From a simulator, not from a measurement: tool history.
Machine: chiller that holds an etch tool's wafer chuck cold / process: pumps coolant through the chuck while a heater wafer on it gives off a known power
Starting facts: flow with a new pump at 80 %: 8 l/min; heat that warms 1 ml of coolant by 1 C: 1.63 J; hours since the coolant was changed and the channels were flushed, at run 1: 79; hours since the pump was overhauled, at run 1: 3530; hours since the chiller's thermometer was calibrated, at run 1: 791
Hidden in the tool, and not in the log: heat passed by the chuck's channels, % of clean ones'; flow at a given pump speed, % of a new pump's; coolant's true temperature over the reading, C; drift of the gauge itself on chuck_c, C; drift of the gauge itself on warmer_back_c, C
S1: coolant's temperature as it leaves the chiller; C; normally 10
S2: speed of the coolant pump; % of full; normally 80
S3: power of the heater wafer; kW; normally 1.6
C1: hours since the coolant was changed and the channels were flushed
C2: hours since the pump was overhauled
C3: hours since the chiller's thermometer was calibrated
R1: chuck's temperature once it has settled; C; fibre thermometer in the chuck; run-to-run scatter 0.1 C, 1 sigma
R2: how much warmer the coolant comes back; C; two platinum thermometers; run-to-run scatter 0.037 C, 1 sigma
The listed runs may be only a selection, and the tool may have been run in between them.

{"run": 1, "hour": 0.0, "S1": 10, "S2": 80, "S3": 1.6, "C1": 79, "C2": 3530, "C3": 791, "R1": 29.9, "R2": 7.79}
{"run": 2, "hour": 109.7, "S1": 10, "S2": 80, "S3": 1.6, "C1": 188, "C2": 3640, "C3": 901, "R1": 30, "R2": 7.84}
{"run": 3, "hour": 241.0, "S1": 10, "S2": 80, "S3": 1.6, "C1": 320, "C2": 3771, "C3": 1032, "R1": 30.2, "R2": 7.82}
{"run": 4, "hour": 330.8, "S1": 10, "S2": 80, "S3": 1.6, "C1": 409, "C2": 3861, "C3": 1122, "R1": 30.2, "R2": 7.89}
{"run": 5, "hour": 421.2, "S1": 12, "S2": 80, "S3": 1.6, "C1": 500, "C2": 3952, "C3": 1213, "R1": 32.4, "R2": 7.83}
{"run": 6, "hour": 564.6, "S1": 12, "S2": 80, "S3": 1.6, "C1": 643, "C2": 4095, "C3": 1356, "R1": 32.4, "R2": 7.92}
{"run": 7, "hour": 678.6, "S1": 10, "S2": 80, "S3": 1.095, "C1": 757, "C2": 4209, "C3": 1470, "R1": 24.1, "R2": 5.5}
{"run": 8, "hour": 808.0, "S1": 10, "S2": 80, "S3": 1.095, "C1": 887, "C2": 4339, "C3": 1599, "R1": 24.1, "R2": 5.43}
{"run": 9, "hour": 909.0, "S1": 10, "S2": 80, "S3": 1.095, "C1": 988, "C2": 4439, "C3": 1700, "R1": 24.4, "R2": 5.45}
{"hour": 918.4, "done": "chiller's thermometer calibrated"}
{"run": 10, "hour": 982.3, "S1": 10, "S2": 80, "S3": 1.095, "C1": 1060, "C2": 4512, "C3": 64, "R1": 24.3, "R2": 5.43}
{"run": 11, "hour": 1065.0, "S1": 2, "S2": 80, "S3": 1.095, "C1": 1143, "C2": 4594, "C3": 147, "R1": 16.3, "R2": 5.5}
{"run": 12, "hour": 1147.6, "S1": 10, "S2": 80, "S3": 1.6, "C1": 1225, "C2": 4677, "C3": 229, "R1": 31, "R2": 8.03}
{"run": 13, "hour": 1264.4, "S1": 10, "S2": 80, "S3": 1.6, "C1": 1342, "C2": 4794, "C3": 346, "R1": 31.1, "R2": 7.92}
{"hour": 1328.5, "done": "chiller's thermometer calibrated, once more"}
{"run": 14, "hour": 1384.1, "S1": 10, "S2": 80, "S3": 1.6, "C1": 1461, "C2": 4913, "C3": 56, "R1": 30.8, "R2": 7.99}
{"run": 15, "hour": 1508.1, "S1": 10, "S2": 80, "S3": 1.6, "C1": 1585, "C2": 5037, "C3": 180, "R1": 30.8, "R2": 8.07}
{"run": 16, "hour": 1653.0, "S1": 14, "S2": 80, "S3": 1.992, "C1": 1730, "C2": 5181, "C3": 324, "R1": 40, "R2": 10.1}
{"run": 17, "hour": 1777.6, "S1": 10, "S2": 68, "S3": 1.024, "C1": 1854, "C2": 5306, "C3": 449, "R1": 24.8, "R2": 6.11}
{"run": 18, "hour": 1847.3, "S1": 15, "S2": 88, "S3": 0.965, "C1": 1924, "C2": 5376, "C3": 519, "R1": 27, "R2": 4.41}
{"run": 19, "hour": 1979.5, "S1": 2, "S2": 77, "S3": 2.084, "C1": 2056, "C2": 5508, "C3": 651, "R1": 30.1, "R2": 11.07}
{"run": 20, "hour": 2066.0, "S1": 0, "S2": 87, "S3": 1.135, "C1": 2143, "C2": 5595, "C3": 738, "R1": 14.4, "R2": 5.27}
{"run": 21, "hour": 2195.1, "S1": 10, "S2": 73, "S3": 1.6, "C1": 2272, "C2": 5724, "C3": 867, "R1": 32.6, "R2": 8.99}
{"run": 22, "hour": 2336.0, "S1": 10, "S2": 94, "S3": 1.125, "C1": 2413, "C2": 5864, "C3": 1007, "R1": 23.7, "R2": 4.89}
{"run": 23, "hour": 2481.4, "S1": 10, "S2": 94, "S3": 1.125, "C1": 2558, "C2": 6010, "C3": 1153, "R1": 24, "R2": 4.92}
{"run": 24, "hour": 2542.1, "S1": 10, "S2": 87, "S3": 1.6, "C1": 2619, "C2": 6071, "C3": 1214, "R1": 30.7, "R2": 7.51}
{"run": 25, "hour": 2684.0, "S1": 10, "S2": 67, "S3": 0.942, "C1": 2761, "C2": 6213, "C3": 1356, "R1": 24.3, "R2": 5.8}
{"run": 26, "hour": 2807.6, "S1": 12, "S2": 75, "S3": 1.287, "C1": 2884, "C2": 6336, "C3": 1479, "R1": 30.3, "R2": 7.05}
{"run": 27, "hour": 2901.4, "S1": 12, "S2": 75, "S3": 1.287, "C1": 2978, "C2": 6430, "C3": 1573, "R1": 30.3, "R2": 7.13}
{"run": 28, "hour": 2985.3, "S1": 12, "S2": 75, "S3": 1.287, "C1": 3062, "C2": 6514, "C3": 1657, "R1": 30.5, "R2": 7.21}
{"run": 29, "hour": 3103.2, "S1": 5, "S2": 67, "S3": 2.304, "C1": 3180, "C2": 6632, "C3": 1775, "R1": 40.6, "R2": 14.31}

Hidden condition of the tool, last listed run before each entry between runs versus first listed run after:
From run 9 to run 10: chiller's thermometer calibrated (hour 918.4)
  heat passed by the chuck's channels, % of clean ones': 96.7 -> 96.4; flow at a given pump speed, % of a new pump's: 92.2 -> 92.1; coolant's true temperature over the reading, C: 0.27 -> 0.34
  the result without the hidden state subtracted from the measured one, R1: +1.3 -> +1.4 C; R2: +0.43 -> +0.43 C
From run 13 to run 14: chiller's thermometer calibrated, once more (hour 1328.5)
  heat passed by the chuck's channels, % of clean ones': 95.7 -> 95.3; flow at a given pump speed, % of a new pump's: 91.6 -> 91.4; coolant's true temperature over the reading, C: 0.39 -> -0.07
  the result without the hidden state subtracted from the measured one, R1: +2.1 -> +1.7 C; R2: +0.67 -> +0.69 C
